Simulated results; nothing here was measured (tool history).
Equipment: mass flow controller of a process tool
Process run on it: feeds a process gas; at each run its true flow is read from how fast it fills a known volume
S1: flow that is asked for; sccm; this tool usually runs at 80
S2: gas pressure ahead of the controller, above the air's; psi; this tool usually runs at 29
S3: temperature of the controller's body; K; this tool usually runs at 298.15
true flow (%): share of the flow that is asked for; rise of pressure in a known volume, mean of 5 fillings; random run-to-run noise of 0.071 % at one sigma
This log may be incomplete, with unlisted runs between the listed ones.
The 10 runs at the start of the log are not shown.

{"run": 11, "day": 93.388, "S1": 80, "S2": 39.5, "S3": 298.15, "true flow (%)": 99.85}
{"run": 12, "day": 100.492, "S1": 80, "S2": 39.5, "S3": 298.15, "true flow (%)": 99.86}
{"run": 13, "day": 106.262, "S1": 80, "S2": 39.5, "S3": 298.15, "true flow (%)": 100.08}
{"run": 14, "day": 115.562, "S1": 80, "S2": 39.5, "S3": 298.15, "true flow (%)": 99.93}
{"run": 15, "day": 124.429, "S1": 80, "S2": 39.5, "S3": 298.15, "true flow (%)": 99.84}
{"run": 16, "day": 130.738, "S1": 80, "S2": 39.5, "S3": 298.15, "true flow (%)": 99.74}
{"run": 17, "day": 140.221, "S1": 80, "S2": 39.5, "S3": 298.15, "true flow (%)": 99.82}
{"run": 18, "day": 149.083, "S1": 80, "S2": 39.5, "S3": 298.15, "true flow (%)": 99.92}
{"run": 19, "day": 161.054, "S1": 80, "S2": 39.5, "S3": 298.15, "true flow (%)": 99.92}
{"run": 20, "day": 171.367, "S1": 80, "S2": 29, "S3": 298.15, "true flow (%)": 100.07}
{"run": 21, "day": 177.533, "S1": 80, "S2": 29, "S3": 298.15, "true flow (%)": 100.05}
{"run": 22, "day": 188.0, "S1": 80, "S2": 29, "S3": 298.15, "true flow (%)": 99.98}
{"day": 188.942, "done": "controller's zero set anew"}
{"run": 23, "day": 194.162, "S1": 80, "S2": 29, "S3": 298.15, "true flow (%)": 100.5}
{"run": 24, "day": 205.958, "S1": 80, "S2": 21.2, "S3": 298.15, "true flow (%)": 100.6}
{"run": 25, "day": 212.0, "S1": 80, "S2": 21.2, "S3": 298.15, "true flow (%)": 100.65}
{"run": 26, "day": 224.421, "S1": 80, "S2": 25.7, "S3": 297.15, "true flow (%)": 100.44}
{"run": 27, "day": 230.075, "S1": 80, "S2": 36.5, "S3": 309.15, "true flow (%)": 101.53}
{"run": 28, "day": 235.758, "S1": 80, "S2": 36.5, "S3": 309.15, "true flow (%)": 101.61}

The next listed run, before its measurement:
{"run": 29, "day": 244.925, "S1": 80, "S2": 36.5, "S3": 309.15, "true flow (%)": "?"}

true flow (%): 101.7
Without the tool's hidden state the same run would have given true flow (%) 101.04.
